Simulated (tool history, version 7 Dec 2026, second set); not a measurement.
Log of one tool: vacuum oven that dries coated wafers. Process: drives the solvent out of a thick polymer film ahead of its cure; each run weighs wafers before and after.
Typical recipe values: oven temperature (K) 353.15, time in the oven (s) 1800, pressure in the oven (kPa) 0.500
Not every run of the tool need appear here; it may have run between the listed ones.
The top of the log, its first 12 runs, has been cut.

{"run": 13, "hour": 922.4, "oven temperature (K)": 355.15, "time in the oven (s)": 1800, "pressure in the oven (kPa)": 0.5, "solvent left in the film (%)": 2.31}
{"run": 14, "hour": 1009.5, "oven temperature (K)": 353.15, "time in the oven (s)": 1800, "pressure in the oven (kPa)": 0.469, "solvent left in the film (%)": 2.8}
{"run": 15, "hour": 1097.0, "oven temperature (K)": 353.15, "time in the oven (s)": 1800, "pressure in the oven (kPa)": 0.5, "solvent left in the film (%)": 2.82}
{"run": 16, "hour": 1149.6, "oven temperature (K)": 351.15, "time in the oven (s)": 1800, "pressure in the oven (kPa)": 0.5, "solvent left in the film (%)": 3.35}
{"run": 17, "hour": 1212.9, "oven temperature (K)": 355.15, "time in the oven (s)": 1800, "pressure in the oven (kPa)": 0.5, "solvent left in the film (%)": 2.24}
{"run": 18, "hour": 1280.2, "oven temperature (K)": 355.15, "time in the oven (s)": 1800, "pressure in the oven (kPa)": 0.5, "solvent left in the film (%)": 2.3}
{"run": 19, "hour": 1366.5, "oven temperature (K)": 355.15, "time in the oven (s)": 1800, "pressure in the oven (kPa)": 0.5, "solvent left in the film (%)": 2.35}
{"run": 20, "hour": 1446.2, "oven temperature (K)": 355.15, "time in the oven (s)": 1800, "pressure in the oven (kPa)": 0.5, "solvent left in the film (%)": 2.23}
{"run": 21, "hour": 1540.1, "oven temperature (K)": 355.15, "time in the oven (s)": 1800, "pressure in the oven (kPa)": 0.5, "solvent left in the film (%)": 2.27}
{"run": 22, "hour": 1613.9, "oven temperature (K)": 352.15, "time in the oven (s)": 1620, "pressure in the oven (kPa)": 1.202, "solvent left in the film (%)": 3.82}
{"hour": 1667.8, "done": "vacuum gauge cleaned of residue and calibrated"}
{"run": 23, "hour": 1708.0, "oven temperature (K)": 349.15, "time in the oven (s)": 2880, "pressure in the oven (kPa)": 0.66, "solvent left in the film (%)": 2.12}
{"run": 24, "hour": 1781.6, "oven temperature (K)": 349.15, "time in the oven (s)": 2880, "pressure in the oven (kPa)": 0.66, "solvent left in the film (%)": 2.09}
{"run": 25, "hour": 1836.2, "oven temperature (K)": 344.15, "time in the oven (s)": 2880, "pressure in the oven (kPa)": 0.66, "solvent left in the film (%)": 3.46}
{"run": 26, "hour": 1940.4, "oven temperature (K)": 348.15, "time in the oven (s)": 2880, "pressure in the oven (kPa)": 0.709, "solvent left in the film (%)": 2.33}
{"run": 27, "hour": 2024.6, "oven temperature (K)": 353.15, "time in the oven (s)": 1200, "pressure in the oven (kPa)": 0.5, "solvent left in the film (%)": 4.67}
{"run": 28, "hour": 2126.6, "oven temperature (K)": 353.15, "time in the oven (s)": 1200, "pressure in the oven (kPa)": 0.5, "solvent left in the film (%)": 4.67}
{"run": 29, "hour": 2231.8, "oven temperature (K)": 358.15, "time in the oven (s)": 1800, "pressure in the oven (kPa)": 0.5, "solvent left in the film (%)": 1.58}
{"run": 30, "hour": 2330.1, "oven temperature (K)": 353.15, "time in the oven (s)": 1800, "pressure in the oven (kPa)": 0.536, "solvent left in the film (%)": 2.82}
{"hour": 2393.4, "done": "oven's thermocouples calibrated"}
{"run": 31, "hour": 2420.3, "oven temperature (K)": 344.15, "time in the oven (s)": 1080, "pressure in the oven (kPa)": 0.611, "solvent left in the film (%)": 7.87}
{"run": 32, "hour": 2530.5, "oven temperature (K)": 344.15, "time in the oven (s)": 2400, "pressure in the oven (kPa)": 0.286, "solvent left in the film (%)": 4.15}
{"run": 33, "hour": 2590.4, "oven temperature (K)": 351.15, "time in the oven (s)": 3120, "pressure in the oven (kPa)": 0.259, "solvent left in the film (%)": 1.27}
{"run": 34, "hour": 2664.6, "oven temperature (K)": 351.15, "time in the oven (s)": 3120, "pressure in the oven (kPa)": 0.259, "solvent left in the film (%)": 1.25}
{"run": 35, "hour": 2744.3, "oven temperature (K)": 359.15, "time in the oven (s)": 1800, "pressure in the oven (kPa)": 0.5, "solvent left in the film (%)": 1.4}
{"run": 36, "hour": 2796.5, "oven temperature (K)": 359.15, "time in the oven (s)": 1800, "pressure in the oven (kPa)": 0.5, "solvent left in the film (%)": 1.44}
{"run": 37, "hour": 2873.5, "oven temperature (K)": 339.15, "time in the oven (s)": 2280, "pressure in the oven (kPa)": 0.5, "solvent left in the film (%)": 6.17}

4 options for the next run, each taken on its own from the tool as it stands now. Forecast them:
{"run": "A", "hour": 2932.5, "oven temperature (K)": 353.15, "time in the oven (s)": 1800, "pressure in the oven (kPa)": 0.5, "solvent left in the film (%)": "?"}
{"run": "B", "hour": 2932.5, "oven temperature (K)": 353.15, "time in the oven (s)": 2220, "pressure in the oven (kPa)": 0.5, "solvent left in the film (%)": "?"}
{"run": "C", "hour": 2932.5, "oven temperature (K)": 356.15, "time in the oven (s)": 1800, "pressure in the oven (kPa)": 0.5, "solvent left in the film (%)": "?"}
{"run": "D", "hour": 2932.5, "oven temperature (K)": 353.15, "time in the oven (s)": 1800, "pressure in the oven (kPa)": 0.315, "solvent left in the film (%)": "?"}

run=A solvent_left_in_the_film_(%)=2.76
run=B solvent_left_in_the_film_(%)=1.99
run=C solvent_left_in_the_film_(%)=2.00
run=D solvent_left_in_the_film_(%)=2.80
Without the tool's unlogged condition, the same runs would have read:
run=A solvent_left_in_the_film_(%)=2.76
run=B solvent_left_in_the_film_(%)=1.99
run=C solvent_left_in_the_film_(%)=2.00
run=D solvent_left_in_the_film_(%)=2.80
